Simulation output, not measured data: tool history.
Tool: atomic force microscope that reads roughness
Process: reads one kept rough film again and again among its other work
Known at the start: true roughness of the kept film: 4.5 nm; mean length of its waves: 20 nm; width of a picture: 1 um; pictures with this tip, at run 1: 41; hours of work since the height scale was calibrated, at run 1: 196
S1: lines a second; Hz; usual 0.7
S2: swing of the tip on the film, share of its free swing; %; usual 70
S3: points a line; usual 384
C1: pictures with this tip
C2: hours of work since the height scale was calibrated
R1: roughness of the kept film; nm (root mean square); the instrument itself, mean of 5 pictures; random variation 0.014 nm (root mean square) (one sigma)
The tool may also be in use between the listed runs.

{"run": 1, "hour": 0.0, "S1": 0.7, "S2": 70, "S3": 384, "C1": 41, "C2": 196, "R1": 3.105}
{"run": 2, "hour": 7.6, "S1": 0.7, "S2": 70, "S3": 384, "C1": 49, "C2": 199, "R1": 3.026}
{"run": 3, "hour": 16.6, "S1": 0.7, "S2": 70, "S3": 384, "C1": 58, "C2": 204, "R1": 2.977}
{"run": 4, "hour": 27.8, "S1": 0.7, "S2": 70, "S3": 384, "C1": 70, "C2": 209, "R1": 2.863}
{"run": 5, "hour": 39.2, "S1": 0.7, "S2": 70, "S3": 384, "C1": 82, "C2": 215, "R1": 2.802}
{"run": 6, "hour": 49.5, "S1": 0.7, "S2": 70, "S3": 384, "C1": 93, "C2": 220, "R1": 2.729}
{"run": 7, "hour": 63.2, "S1": 0.7, "S2": 70, "S3": 609, "C1": 108, "C2": 226, "R1": 2.685}
{"run": 8, "hour": 74.1, "S1": 0.7, "S2": 70, "S3": 384, "C1": 119, "C2": 232, "R1": 2.608}
{"run": 9, "hour": 84.5, "S1": 0.7, "S2": 70, "S3": 384, "C1": 130, "C2": 237, "R1": 2.542}
{"run": 10, "hour": 91.5, "S1": 0.7, "S2": 70, "S3": 384, "C1": 138, "C2": 240, "R1": 2.491}
{"run": 11, "hour": 99.0, "S1": 0.7, "S2": 70, "S3": 384, "C1": 146, "C2": 244, "R1": 2.435}
{"run": 12, "hour": 110.4, "S1": 0.7, "S2": 70, "S3": 384, "C1": 158, "C2": 249, "R1": 2.374}
{"hour": 123.2, "done": "new tip fitted"}
{"run": 13, "hour": 127.7, "S1": 0.7, "S2": 78, "S3": 384, "C1": 4, "C2": 257, "R1": 3.338}
{"run": 14, "hour": 140.2, "S1": 0.7, "S2": 78, "S3": 384, "C1": 18, "C2": 263, "R1": 3.236}
{"run": 15, "hour": 147.6, "S1": 0.7, "S2": 56, "S3": 384, "C1": 26, "C2": 267, "R1": 3.311}
{"run": 16, "hour": 157.3, "S1": 0.7, "S2": 56, "S3": 384, "C1": 36, "C2": 272, "R1": 3.214}
{"run": 17, "hour": 172.1, "S1": 0.7, "S2": 56, "S3": 384, "C1": 52, "C2": 279, "R1": 3.078}
{"run": 18, "hour": 186.1, "S1": 0.7, "S2": 56, "S3": 384, "C1": 66, "C2": 286, "R1": 2.969}
{"run": 19, "hour": 200.8, "S1": 0.7, "S2": 56, "S3": 384, "C1": 82, "C2": 293, "R1": 2.88}
{"run": 20, "hour": 215.8, "S1": 0.7, "S2": 56, "S3": 384, "C1": 98, "C2": 300, "R1": 2.767}
{"run": 21, "hour": 223.2, "S1": 0.7, "S2": 56, "S3": 384, "C1": 106, "C2": 303, "R1": 2.719}
{"run": 22, "hour": 237.4, "S1": 0.7, "S2": 56, "S3": 384, "C1": 121, "C2": 310, "R1": 2.652}
{"run": 23, "hour": 251.5, "S1": 0.845, "S2": 62, "S3": 850, "C1": 136, "C2": 317, "R1": 2.568}
{"run": 24, "hour": 262.4, "S1": 0.845, "S2": 62, "S3": 850, "C1": 147, "C2": 323, "R1": 2.487}
{"run": 25, "hour": 272.0, "S1": 0.845, "S2": 62, "S3": 850, "C1": 157, "C2": 327, "R1": 2.463}
{"hour": 285.0, "done": "new tip fitted"}
{"run": 26, "hour": 287.9, "S1": 0.644, "S2": 67, "S3": 384, "C1": 3, "C2": 335, "R1": 3.388}
{"hour": 289.9, "done": "height scale calibrated on a step standard"}
{"run": 27, "hour": 304.6, "S1": 1.117, "S2": 73, "S3": 698, "C1": 19, "C2": 7, "R1": 3.134}
{"run": 28, "hour": 313.9, "S1": 3.655, "S2": 78, "S3": 265, "C1": 29, "C2": 12, "R1": 2.385}
{"run": 29, "hour": 326.0, "S1": 3.655, "S2": 78, "S3": 265, "C1": 42, "C2": 17, "R1": 2.309}
{"run": 30, "hour": 338.7, "S1": 3.655, "S2": 78, "S3": 265, "C1": 55, "C2": 24, "R1": 2.253}
{"run": 31, "hour": 348.0, "S1": 0.613, "S2": 78, "S3": 410, "C1": 65, "C2": 28, "R1": 2.82}
{"hour": 352.0, "done": "height scale calibrated on a step standard, once more"}
{"run": 32, "hour": 361.9, "S1": 0.566, "S2": 85, "S3": 384, "C1": 79, "C2": 5, "R1": 2.711}
{"run": 33, "hour": 372.0, "S1": 0.512, "S2": 83, "S3": 909, "C1": 90, "C2": 10, "R1": 2.721}
{"run": 34, "hour": 386.1, "S1": 0.999, "S2": 80, "S3": 365, "C1": 105, "C2": 16, "R1": 2.49}
{"run": 35, "hour": 396.2, "S1": 0.7, "S2": 58, "S3": 321, "C1": 115, "C2": 21, "R1": 2.61}
{"run": 36, "hour": 407.0, "S1": 0.7, "S2": 88, "S3": 307, "C1": 127, "C2": 27, "R1": 2.361}
{"run": 37, "hour": 419.2, "S1": 2.733, "S2": 78, "S3": 898, "C1": 140, "C2": 33, "R1": 2.08}
{"run": 38, "hour": 435.8, "S1": 2.733, "S2": 78, "S3": 898, "C1": 157, "C2": 41, "R1": 1.995}
{"hour": 449.4, "done": "new tip fitted"}
{"run": 39, "hour": 452.6, "S1": 1.794, "S2": 57, "S3": 653, "C1": 4, "C2": 48, "R1": 3.391}
{"run": 40, "hour": 462.4, "S1": 1.794, "S2": 57, "S3": 653, "C1": 14, "C2": 53, "R1": 3.292}
{"run": 41, "hour": 477.6, "S1": 0.923, "S2": 76, "S3": 653, "C1": 30, "C2": 61, "R1": 3.086}
{"run": 42, "hour": 489.3, "S1": 0.923, "S2": 76, "S3": 653, "C1": 42, "C2": 66, "R1": 2.984}

The next listed run, before its measurement:
{"run": 43, "hour": 502.0, "S1": 0.7, "S2": 58, "S3": 384, "C1": 56, "C2": 72, "R1": "?"}

R1: 2.992 nm (root mean square)
Without the tool's hidden state the same run would have given R1 3.539 nm (root mean square).
